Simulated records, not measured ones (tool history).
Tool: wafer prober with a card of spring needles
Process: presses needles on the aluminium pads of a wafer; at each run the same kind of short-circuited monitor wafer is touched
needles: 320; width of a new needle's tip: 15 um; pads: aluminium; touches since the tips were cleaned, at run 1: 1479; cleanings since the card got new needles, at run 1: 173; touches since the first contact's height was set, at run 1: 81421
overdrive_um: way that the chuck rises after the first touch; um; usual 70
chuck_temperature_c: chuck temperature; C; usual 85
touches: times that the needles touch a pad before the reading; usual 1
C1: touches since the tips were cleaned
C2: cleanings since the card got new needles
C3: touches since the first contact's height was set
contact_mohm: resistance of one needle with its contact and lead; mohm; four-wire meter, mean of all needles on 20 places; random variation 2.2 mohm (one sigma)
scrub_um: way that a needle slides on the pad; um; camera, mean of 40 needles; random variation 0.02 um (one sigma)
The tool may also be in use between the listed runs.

{"run": 1, "hour": 0.0, "overdrive_um": 70, "chuck_temperature_c": 85, "touches": 1, "C1": 1479, "C2": 173, "C3": 81421, "contact_mohm": 242, "scrub_um": 16.19}
{"hour": 7.9, "done": "tips cleaned on abrasive film"}
{"hour": 17.4, "done": "tips cleaned on abrasive film"}
{"run": 2, "hour": 18.4, "overdrive_um": 70, "chuck_temperature_c": 85, "touches": 1, "C1": 732, "C2": 175, "C3": 95740, "contact_mohm": 241, "scrub_um": 16.21}
{"hour": 26.3, "done": "tips cleaned on abrasive film"}
{"hour": 32.4, "done": "height of the first contact set anew"}
{"hour": 34.5, "done": "tips cleaned on abrasive film"}
{"hour": 44.3, "done": "tips cleaned on abrasive film"}
{"run": 3, "hour": 52.1, "overdrive_um": 70, "chuck_temperature_c": 85, "touches": 1, "C1": 6146, "C2": 178, "C3": 15370, "contact_mohm": 243, "scrub_um": 16.24}
{"hour": 54.2, "done": "tips cleaned on abrasive film"}
{"hour": 64.0, "done": "tips cleaned on abrasive film"}
{"hour": 73.6, "done": "tips cleaned on abrasive film"}
{"hour": 83.5, "done": "tips cleaned on abrasive film"}
{"run": 4, "hour": 89.2, "overdrive_um": 70, "chuck_temperature_c": 85, "touches": 1, "C1": 4525, "C2": 182, "C3": 44315, "contact_mohm": 239, "scrub_um": 16.2}
{"hour": 93.2, "done": "tips cleaned on abrasive film"}
{"hour": 101.1, "done": "tips cleaned on abrasive film"}
{"run": 5, "hour": 106.3, "overdrive_um": 66, "chuck_temperature_c": 85, "touches": 1, "C1": 4102, "C2": 184, "C3": 57641, "contact_mohm": 240, "scrub_um": 15.31}
{"hour": 110.3, "done": "tips cleaned on abrasive film"}
{"hour": 120.2, "done": "tips cleaned on abrasive film"}
{"hour": 130.0, "done": "tips cleaned on abrasive film"}
{"run": 6, "hour": 130.3, "overdrive_um": 70, "chuck_temperature_c": 78, "touches": 1, "C1": 261, "C2": 187, "C3": 76351, "contact_mohm": 240, "scrub_um": 16.23}
{"hour": 137.9, "done": "tips cleaned on abrasive film"}
{"hour": 147.6, "done": "tips cleaned on abrasive film"}
{"hour": 157.5, "done": "tips cleaned on abrasive film"}
{"hour": 167.3, "done": "tips cleaned on abrasive film"}
{"run": 7, "hour": 167.8, "overdrive_um": 70, "chuck_temperature_c": 85, "touches": 2, "C1": 361, "C2": 191, "C3": 105559, "contact_mohm": 242, "scrub_um": 16.28}
{"hour": 170.0, "done": "height of the first contact set anew"}
{"hour": 175.8, "done": "tips cleaned on abrasive film"}
{"hour": 185.7, "done": "tips cleaned on abrasive film"}
{"hour": 195.2, "done": "tips cleaned on abrasive film"}
{"hour": 204.5, "done": "tips cleaned on abrasive film"}
{"run": 8, "hour": 204.5, "overdrive_um": 70, "chuck_temperature_c": 85, "touches": 2, "C1": 0, "C2": 195, "C3": 26879, "contact_mohm": 239, "scrub_um": 16.29}
{"hour": 214.4, "done": "tips cleaned on abrasive film"}
{"hour": 224.2, "done": "tips cleaned on abrasive film"}
{"hour": 234.0, "done": "tips cleaned on abrasive film"}
{"hour": 243.1, "done": "tips cleaned on abrasive film"}
{"run": 9, "hour": 243.1, "overdrive_um": 70, "chuck_temperature_c": 85, "touches": 2, "C1": 0, "C2": 199, "C3": 57001, "contact_mohm": 244, "scrub_um": 16.35}
{"hour": 253.0, "done": "tips cleaned on abrasive film"}
{"hour": 262.5, "done": "tips cleaned on abrasive film"}
{"hour": 272.4, "done": "tips cleaned on abrasive film"}
{"run": 10, "hour": 277.2, "overdrive_um": 68, "chuck_temperature_c": 85, "touches": 2, "C1": 3801, "C2": 202, "C3": 83634, "contact_mohm": 240, "scrub_um": 15.89}
{"hour": 281.0, "done": "tips cleaned on abrasive film"}
{"hour": 290.6, "done": "tips cleaned on abrasive film"}
{"hour": 300.3, "done": "tips cleaned on abrasive film"}
{"hour": 308.2, "done": "height of the first contact set anew"}
{"hour": 310.2, "done": "tips cleaned on abrasive film"}
{"run": 11, "hour": 311.0, "overdrive_um": 68, "chuck_temperature_c": 85, "touches": 2, "C1": 642, "C2": 206, "C3": 2180, "contact_mohm": 236, "scrub_um": 15.93}
{"hour": 318.9, "done": "tips cleaned on abrasive film"}
{"hour": 328.5, "done": "tips cleaned on abrasive film"}
{"hour": 338.4, "done": "tips cleaned on abrasive film"}
{"run": 12, "hour": 344.3, "overdrive_um": 54, "chuck_temperature_c": 85, "touches": 2, "C1": 4674, "C2": 209, "C3": 28157, "contact_mohm": 240, "scrub_um": 12.64}
{"hour": 346.3, "done": "tips cleaned on abrasive film"}
{"hour": 355.9, "done": "tips cleaned on abrasive film"}
{"run": 13, "hour": 363.2, "overdrive_um": 54, "chuck_temperature_c": 85, "touches": 2, "C1": 5794, "C2": 211, "C3": 42950, "contact_mohm": 242, "scrub_um": 12.65}
{"hour": 365.3, "done": "tips cleaned on abrasive film"}
{"hour": 375.1, "done": "tips cleaned on abrasive film"}
{"hour": 384.5, "done": "tips cleaned on abrasive film"}
{"hour": 394.0, "done": "tips cleaned on abrasive film"}
{"run": 14, "hour": 398.2, "overdrive_um": 60, "chuck_temperature_c": 35, "touches": 2, "C1": 3330, "C2": 215, "C3": 70192, "contact_mohm": 231, "scrub_um": 14.12}
{"hour": 402.2, "done": "tips cleaned on abrasive film"}
{"hour": 412.0, "done": "tips cleaned on abrasive film"}
{"hour": 419.9, "done": "tips cleaned on abrasive film"}
{"run": 15, "hour": 424.2, "overdrive_um": 60, "chuck_temperature_c": 35, "touches": 2, "C1": 3420, "C2": 218, "C3": 90494, "contact_mohm": 228, "scrub_um": 14.14}
{"hour": 428.2, "done": "tips cleaned on abrasive film"}
{"hour": 436.1, "done": "tips cleaned on abrasive film"}
{"hour": 446.0, "done": "tips cleaned on abrasive film"}
{"hour": 446.3, "done": "height of the first contact set anew"}
{"run": 16, "hour": 449.1, "overdrive_um": 60, "chuck_temperature_c": 85, "touches": 2, "C1": 2206, "C2": 221, "C3": 2206, "contact_mohm": 244, "scrub_um": 14.11}
{"hour": 455.0, "done": "tips cleaned on abrasive film"}
{"hour": 464.6, "done": "tips cleaned on abrasive film"}
{"hour": 474.4, "done": "tips cleaned on abrasive film"}
{"hour": 484.0, "done": "tips cleaned on abrasive film"}
{"run": 17, "hour": 486.6, "overdrive_um": 60, "chuck_temperature_c": 85, "touches": 2, "C1": 2047, "C2": 225, "C3": 31469, "contact_mohm": 240, "scrub_um": 14.14}
{"hour": 492.3, "done": "tips cleaned on abrasive film"}
{"hour": 501.9, "done": "tips cleaned on abrasive film"}
{"run": 18, "hour": 509.4, "overdrive_um": 70, "chuck_temperature_c": 57, "touches": 1, "C1": 5942, "C2": 227, "C3": 49281, "contact_mohm": 233, "scrub_um": 16.5}

The same runs without the tool's hidden state, with the same run-to-run variation:
The hidden state here: debris on the tips, nm; way that the needles fall short of the set height, um; tips' diameter, um; drift of the gauge itself on contact_mohm, %; drift of the gauge itself on scrub_um, %.
run=1 scrub_um=16.2
run=2 scrub_um=16.2
run=3 scrub_um=16.21
run=4 scrub_um=16.14
run=5 scrub_um=15.25
run=6 scrub_um=16.15
run=7 scrub_um=16.18
run=8 scrub_um=16.16
run=9 scrub_um=16.19
run=10 scrub_um=15.72
run=11 scrub_um=15.74
run=12 scrub_um=12.47
run=13 scrub_um=12.47
run=14 scrub_um=13.9
run=15 scrub_um=13.91
run=16 scrub_um=13.86
run=17 scrub_um=13.88
run=18 scrub_um=16.17
contact_mohm: within 1 mohm of the measured result in every run.
